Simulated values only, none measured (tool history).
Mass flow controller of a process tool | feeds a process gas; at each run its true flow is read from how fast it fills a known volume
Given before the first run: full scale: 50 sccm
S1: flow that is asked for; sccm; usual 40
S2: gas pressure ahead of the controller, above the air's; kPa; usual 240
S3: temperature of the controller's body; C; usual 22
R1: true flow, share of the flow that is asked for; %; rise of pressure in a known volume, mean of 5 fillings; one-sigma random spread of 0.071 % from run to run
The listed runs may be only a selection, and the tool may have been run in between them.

run 1 hour=0 | S1=40 S2=240 S3=22 | R1=99.13
run 2 hour=104.8 | S1=40 S2=240 S3=22 | R1=98.98
run 3 hour=291.9 | S1=40 S2=240 S3=22 | R1=98.86
run 4 hour=485 | S1=5 S2=240 S3=22 | R1=97.41
run 5 hour=609 | S1=5 S2=240 S3=22 | R1=97.21
run 6 hour=834.5 | S1=5 S2=240 S3=26 | R1=97.28
run 7 hour=1071.2 | S1=5 S2=240 S3=26 | R1=97.02
run 8 hour=1218.2 | S1=40 S2=240 S3=22 | R1=98.44
run 9 hour=1440.4 | S1=40 S2=240 S3=34 | R1=98.97
run 10 hour=1654.4 | S1=40 S2=240 S3=34 | R1=98.74
run 11 hour=1852.9 | S1=40 S2=240 S3=23 | R1=98.22
run 12 hour=1989.2 | S1=5 S2=240 S3=22 | R1=95.66
run 13 hour=2223.8 | S1=40 S2=240 S3=22 | R1=97.82
run 14 hour=2451.4 | S1=40 S2=240 S3=22 | R1=97.82
run 15 hour=2639.2 | S1=22 S2=240 S3=22 | R1=97.24
-- hour=2657.7 controller's zero set anew
run 16 hour=2873.2 | S1=5 S2=240 S3=22 | R1=92.58
run 17 hour=3070.1 | S1=5 S2=240 S3=22 | R1=92.49
run 18 hour=3305.3 | S1=5 S2=240 S3=22 | R1=92.17
-- hour=3351.6 controller's zero set anew, once more
run 19 hour=3539.5 | S1=5 S2=240 S3=32 | R1=97.5
run 20 hour=3761.4 | S1=27 S2=196 S3=32 | R1=98.2
run 21 hour=3928.1 | S1=7 S2=141 S3=32 | R1=97.94
run 22 hour=4036.2 | S1=28 S2=165 S3=37 | R1=98.59
run 23 hour=4153.4 | S1=28 S2=165 S3=37 | R1=98.52
run 24 hour=4383.4 | S1=40 S2=240 S3=31 | R1=97.58
run 25 hour=4521.5 | S1=5 S2=275 S3=26 | R1=95.8
run 26 hour=4635.6 | S1=47 S2=193 S3=22 | R1=97.41
run 27 hour=4790.6 | S1=47 S2=193 S3=22 | R1=97.27
run 28 hour=4977.7 | S1=47 S2=193 S3=22 | R1=97.36
run 29 hour=5076.5 | S1=47 S2=193 S3=22 | R1=97.15
run 30 hour=5187.6 | S1=40 S2=193 S3=22 | R1=97.03
run 31 hour=5393.3 | S1=15 S2=193 S3=22 | R1=96.46
run 32 hour=5541.5 | S1=19 S2=258 S3=34 | R1=96.66
run 33 hour=5656.5 | S1=40 S2=170 S3=25 | R1=97.07
run 34 hour=5836.1 | S1=40 S2=200 S3=33 | R1=97.33
run 35 hour=5953 | S1=40 S2=200 S3=33 | R1=97.21
run 36 hour=6122.2 | S1=40 S2=200 S3=33 | R1=97.04
run 37 hour=6321.3 | S1=40 S2=200 S3=33 | R1=97.06

Consider 5 possible next runs. They are alternatives, not a sequence: every one starts from the tool as it was left by run 37. What does each give?
run A hour=6494.1 | S1=45 S2=240 S3=27 | R1=?
run B hour=6494.1 | S1=18 S2=240 S3=22 | R1=?
run C hour=6494.1 | S1=40 S2=192 S3=33 | R1=?
run D hour=6494.1 | S1=40 S2=200 S3=29 | R1=?
run E hour=6494.1 | S1=40 S2=200 S3=29 | R1=?

run=A R1=96.56
run=B R1=95.55
run=C R1=96.97
run=D R1=96.76
run=E R1=96.89
Take away the tool's hidden state, keep each run's random variation, and the runs would have read:
run=A R1=99.89
run=B R1=99.31
run=C R1=100.33
run=D R1=100.12
run=E R1=100.25
